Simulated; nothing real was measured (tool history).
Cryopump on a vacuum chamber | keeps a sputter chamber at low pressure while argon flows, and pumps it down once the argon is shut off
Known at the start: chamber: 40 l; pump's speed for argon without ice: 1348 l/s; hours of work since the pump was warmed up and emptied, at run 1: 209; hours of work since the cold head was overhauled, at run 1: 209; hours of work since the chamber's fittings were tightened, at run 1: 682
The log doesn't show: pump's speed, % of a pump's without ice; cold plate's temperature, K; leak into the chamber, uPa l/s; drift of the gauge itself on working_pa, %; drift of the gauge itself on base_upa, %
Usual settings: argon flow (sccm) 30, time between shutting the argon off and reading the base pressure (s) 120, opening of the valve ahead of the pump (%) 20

run,day,argon flow (sccm),time between shutting the argon off and reading the base pressure (s),opening of the valve ahead of the pump (%),hours of work since the pump was warmed up and emptied,hours of work since the cold head was overhauled,hours of work since the chamber's fittings were tightened,pressure while argon flows (Pa),pressure after the wait (uPa)
1,0,30,120,20,209,209,682,0.1906,1.28
2,1.267,30,120,20,225,225,698,0.1918,1.28
3,3.379,30,120,20,253,253,725,0.1902,1.28
4,4.65,30,120,20,269,269,742,0.19,1.32
5,5.708,30,120,20,283,283,756,0.1909,1.28
6,7.571,30,120,20,307,307,780,0.1916,1.38
7,9.633,30,118,20,334,334,806,0.1936,1.35
8,10.888,30,118,20,350,350,823,0.1923,1.4
9,11.904,30,118,20,363,363,836,0.1925,1.45
10,13.362,30,118,20,382,382,855,0.1903,1.44
11,15.508,55,29,37,410,410,882,0.1941,2.88
12,17.458,55,242,56,435,435,907,0.1318,1.26
13,18.854,55,242,56,453,453,926,0.1317,1.29
14,20.675,19,197,22,476,476,949,0.1102,1.44
15,21.646,49,55,22,489,489,962,0.288,2.06
16,23.5,18,31,20,513,513,986,0.1151,2.87

4 ways to go on from here, each from the tool as it stands after run 16. What would each give?
A,25.183,22,120,20,535,535,1007,?,?
B,25.183,33,52,20,535,535,1007,?,?
C,25.183,59,24,27,535,535,1007,?,?
D,25.183,30,120,28,535,535,1007,?,?

run,pressure while argon flows (Pa),pressure after the wait (uPa)
A,0.143,1.61
B,0.2125,2.19
C,0.2832,3.48
D,0.139,1.59
Without the tool's hidden state the same runs would have given:
run,pressure while argon flows (Pa),pressure after the wait (uPa)
A,0.1391,0.66
B,0.2066,1.26
C,0.2727,2.51
D,0.1337,0.65
